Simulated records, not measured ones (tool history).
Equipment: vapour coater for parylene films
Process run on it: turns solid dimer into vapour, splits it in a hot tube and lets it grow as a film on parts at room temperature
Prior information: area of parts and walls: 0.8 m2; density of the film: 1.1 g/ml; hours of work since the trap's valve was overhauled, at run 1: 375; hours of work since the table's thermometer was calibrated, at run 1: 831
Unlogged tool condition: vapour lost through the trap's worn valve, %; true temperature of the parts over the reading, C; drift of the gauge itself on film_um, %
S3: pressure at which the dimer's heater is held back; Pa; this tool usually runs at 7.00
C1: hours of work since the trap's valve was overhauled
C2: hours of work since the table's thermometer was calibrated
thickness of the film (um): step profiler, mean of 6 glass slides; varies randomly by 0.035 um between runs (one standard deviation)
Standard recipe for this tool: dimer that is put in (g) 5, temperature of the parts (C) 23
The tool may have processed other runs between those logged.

run 1 hour=0.0 | dimer_that_is_put_in_(g)=5 temperature_of_the_parts_(C)=23 S3=7.00 | C1=375 C2=831 | thickness_of_the_film_(um)=3.31
run 2 hour=27.7 | dimer_that_is_put_in_(g)=5 temperature_of_the_parts_(C)=23 S3=7.00 | C1=397 C2=852 | thickness_of_the_film_(um)=3.31
run 3 hour=68.6 | dimer_that_is_put_in_(g)=5 temperature_of_the_parts_(C)=23 S3=7.00 | C1=429 C2=884 | thickness_of_the_film_(um)=3.28
run 4 hour=92.9 | dimer_that_is_put_in_(g)=5 temperature_of_the_parts_(C)=23 S3=7.00 | C1=448 C2=903 | thickness_of_the_film_(um)=3.31
run 5 hour=118.7 | dimer_that_is_put_in_(g)=5 temperature_of_the_parts_(C)=23 S3=7.00 | C1=468 C2=923 | thickness_of_the_film_(um)=3.31
run 6 hour=151.2 | dimer_that_is_put_in_(g)=5 temperature_of_the_parts_(C)=23 S3=7.00 | C1=493 C2=949 | thickness_of_the_film_(um)=3.26
run 7 hour=180.7 | dimer_that_is_put_in_(g)=3 temperature_of_the_parts_(C)=23 S3=3.02 | C1=516 C2=972 | thickness_of_the_film_(um)=2.08
-- hour=188.4 trap's valve overhauled
run 8 hour=203.7 | dimer_that_is_put_in_(g)=4 temperature_of_the_parts_(C)=22 S3=2.40 | C1=12 C2=986 | thickness_of_the_film_(um)=2.79
run 9 hour=232.5 | dimer_that_is_put_in_(g)=5 temperature_of_the_parts_(C)=32 S3=2.40 | C1=34 C2=1009 | thickness_of_the_film_(um)=2.30
run 10 hour=257.3 | dimer_that_is_put_in_(g)=5 temperature_of_the_parts_(C)=32 S3=2.40 | C1=54 C2=1028 | thickness_of_the_film_(um)=2.32
run 11 hour=299.4 | dimer_that_is_put_in_(g)=5 temperature_of_the_parts_(C)=27 S3=2.67 | C1=87 C2=1061 | thickness_of_the_film_(um)=2.79
run 12 hour=340.8 | dimer_that_is_put_in_(g)=8 temperature_of_the_parts_(C)=24 S3=2.29 | C1=119 C2=1093 | thickness_of_the_film_(um)=5.02

Each row is a separate what-if for the run after 12, all from the same tool condition, not one after another. Results?
-- hour=368.2 trap's valve overhauled, once more
run A hour=387.3 | dimer_that_is_put_in_(g)=5 temperature_of_the_parts_(C)=29 S3=7.00 | C1=15 C2=1126 | thickness_of_the_film_(um)=?
-- hour=368.2 trap's valve overhauled, once more
run B hour=387.3 | dimer_that_is_put_in_(g)=2 temperature_of_the_parts_(C)=23 S3=6.57 | C1=15 C2=1126 | thickness_of_the_film_(um)=?
-- hour=368.2 trap's valve overhauled, once more
run C hour=387.3 | dimer_that_is_put_in_(g)=7 temperature_of_the_parts_(C)=24 S3=11.71 | C1=15 C2=1126 | thickness_of_the_film_(um)=?
-- hour=368.2 trap's valve overhauled, once more
run D hour=387.3 | dimer_that_is_put_in_(g)=4 temperature_of_the_parts_(C)=29 S3=2.01 | C1=15 C2=1126 | thickness_of_the_film_(um)=?
-- hour=368.2 trap's valve overhauled, once more
run E hour=387.3 | dimer_that_is_put_in_(g)=3 temperature_of_the_parts_(C)=23 S3=4.06 | C1=15 C2=1126 | thickness_of_the_film_(um)=?

run=A thickness_of_the_film_(um)=2.70
run=B thickness_of_the_film_(um)=1.40
run=C thickness_of_the_film_(um)=4.61
run=D thickness_of_the_film_(um)=2.40
run=E thickness_of_the_film_(um)=2.15
With no hidden state in the tool, these same runs would have given:
run=A thickness_of_the_film_(um)=2.79
run=B thickness_of_the_film_(um)=1.44
run=C thickness_of_the_film_(um)=4.76
run=D thickness_of_the_film_(um)=2.47
run=E thickness_of_the_film_(um)=2.22

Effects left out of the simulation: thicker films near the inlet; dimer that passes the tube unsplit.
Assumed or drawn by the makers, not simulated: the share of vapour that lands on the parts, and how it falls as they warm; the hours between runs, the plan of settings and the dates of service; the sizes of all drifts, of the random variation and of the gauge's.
